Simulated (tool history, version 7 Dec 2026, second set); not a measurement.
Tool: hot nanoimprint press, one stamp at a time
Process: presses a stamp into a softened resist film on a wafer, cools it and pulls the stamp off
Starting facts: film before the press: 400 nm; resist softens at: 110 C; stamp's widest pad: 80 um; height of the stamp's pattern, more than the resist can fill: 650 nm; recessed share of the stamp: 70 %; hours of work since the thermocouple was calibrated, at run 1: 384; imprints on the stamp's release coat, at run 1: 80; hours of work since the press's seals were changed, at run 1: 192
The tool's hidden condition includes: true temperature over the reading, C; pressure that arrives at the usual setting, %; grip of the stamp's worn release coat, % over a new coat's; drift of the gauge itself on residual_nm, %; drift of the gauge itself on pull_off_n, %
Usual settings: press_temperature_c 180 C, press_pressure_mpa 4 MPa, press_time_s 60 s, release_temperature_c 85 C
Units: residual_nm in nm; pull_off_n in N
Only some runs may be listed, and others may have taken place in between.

run	hour	press_temperature_c	press_pressure_mpa	press_time_s	release_temperature_c	hours of work since the thermocouple was calibrated	imprints on the stamp's release coat	hours of work since the press's seals were changed	residual_nm	pull_off_n
1	0	180	4	60	85	384	80	192	219.1	146
2	9	180	4	60	92	388	104	196	220.4	121
# hour 20.5: plate thermocouple calibrated
3	20.5	180	4	60	92	0	126	200	216.7	119
4	32.8	180	4	60	85	5	157	205	215.5	143
5	42.7	180	4	60	85	10	183	210	215.9	149
# hour 47.5: plate thermocouple calibrated, once more
6	56.7	180	4	60	85	4	212	214	229.5	152
7	70.4	180	4	107	85	10	247	220	189.7	153
8	82.4	180	4	107	85	15	279	226	188.5	150
9	90.1	180	4	107	85	19	299	229	188.9	154
10	99.8	180	4	107	85	23	324	233	187.6	154
11	105.5	180	4	107	85	26	339	236	189.3	156
12	118.7	180	3.85	107	81	31	373	242	190.3	176
13	130.4	180	3.85	107	81	37	403	247	190.4	172
14	137.6	179	4	90	85	40	422	250	208.6	163
15	151.2	179	4	90	85	46	457	256	208.2	161
16	157	179	4	90	85	48	473	259	208.1	163
17	167.6	179	4	90	85	53	500	263	208.2	168

Below, each run's measurement less what the same run would have read without the hidden state. Both values contain the same run-to-run variation, but the gauge's scatter may not be the same in both:
run	residual_nm	pull_off_n
1	-8.6	+1
2	-8.8	+1
3	-12.6	+0
4	-12.8	+2
5	-12.8	+4
6	+1.2	+10
7	+1	+11
8	+0.9	+12
9	+0.9	+14
10	+0.7	+14
11	+0.7	+15
12	+0.6	+19
13	+0.4	+20
14	+0.5	+20
15	+0.3	+21
16	+0.3	+21
17	+0.1	+23
